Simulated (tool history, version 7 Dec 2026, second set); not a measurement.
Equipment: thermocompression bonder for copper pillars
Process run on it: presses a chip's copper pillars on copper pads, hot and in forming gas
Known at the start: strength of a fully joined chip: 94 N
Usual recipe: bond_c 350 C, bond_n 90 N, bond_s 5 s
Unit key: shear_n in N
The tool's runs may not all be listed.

run,hour,bond_c,bond_n,bond_s,shear_n
1,0.0,350,90,5,53.1
2,14.3,350,90,5,51.8
3,22.8,363,90,5,55.0
4,30.0,328,90,5,46.0
5,45.0,350,90,5,53.2
6,60.4,350,90,5,51.2
7,71.7,350,90,5,51.9
8,87.8,350,90,5,52.5
9,97.5,350,90,4,49.8
10,112.6,350,90,4,48.4
11,120.8,350,90,5,52.3
12,137.6,350,90,5,53.2
13,152.1,350,90,5,51.5
14,163.5,350,90,5,51.6
15,177.2,350,90,5,50.7
16,184.2,350,90,5,53.0
17,199.4,350,90,5,50.4
18,212.2,350,90,5,51.0
19,221.3,362,90,5,53.9
20,232.8,350,90,5,52.1
21,249.7,358,64,9,56.1
22,262.4,358,92,9,63.5
23,276.9,358,92,9,63.0
24,293.3,358,58,9,51.9
25,304.5,363,133,10,72.9
26,312.8,366,90,5,55.7
27,325.8,347,56,6,42.7
# hour 328.7: force cell calibrated
28,341.5,355,56,11,54.3
29,354.0,342,56,13,54.5
30,367.1,373,102,11,72.2
31,374.3,380,102,8,69.9
32,386.1,380,110,8,70.4
33,401.5,380,110,8,70.1
34,408.5,380,63,8,58.6
# hour 413.7: force cell calibrated, once more
35,427.0,338,101,6,51.2
36,440.2,368,88,12,67.8
37,449.7,368,88,12,66.6
38,458.9,322,82,5,39.5
39,472.0,350,100,11,65.2
40,484.2,331,68,5,38.4

Predict each of these 3 candidate next runs independently; none follows another, all start after run 40:
A,501.3,367,69,3,?
B,501.3,350,90,11,?
C,501.3,354,90,5,?

run,shear_n
A,40.7
B,62.0
C,49.9
The same runs, with their run-to-run variation unchanged, on a tool lacking any hidden condition would have given:
run,shear_n
A,42.7
B,65.7
C,52.6
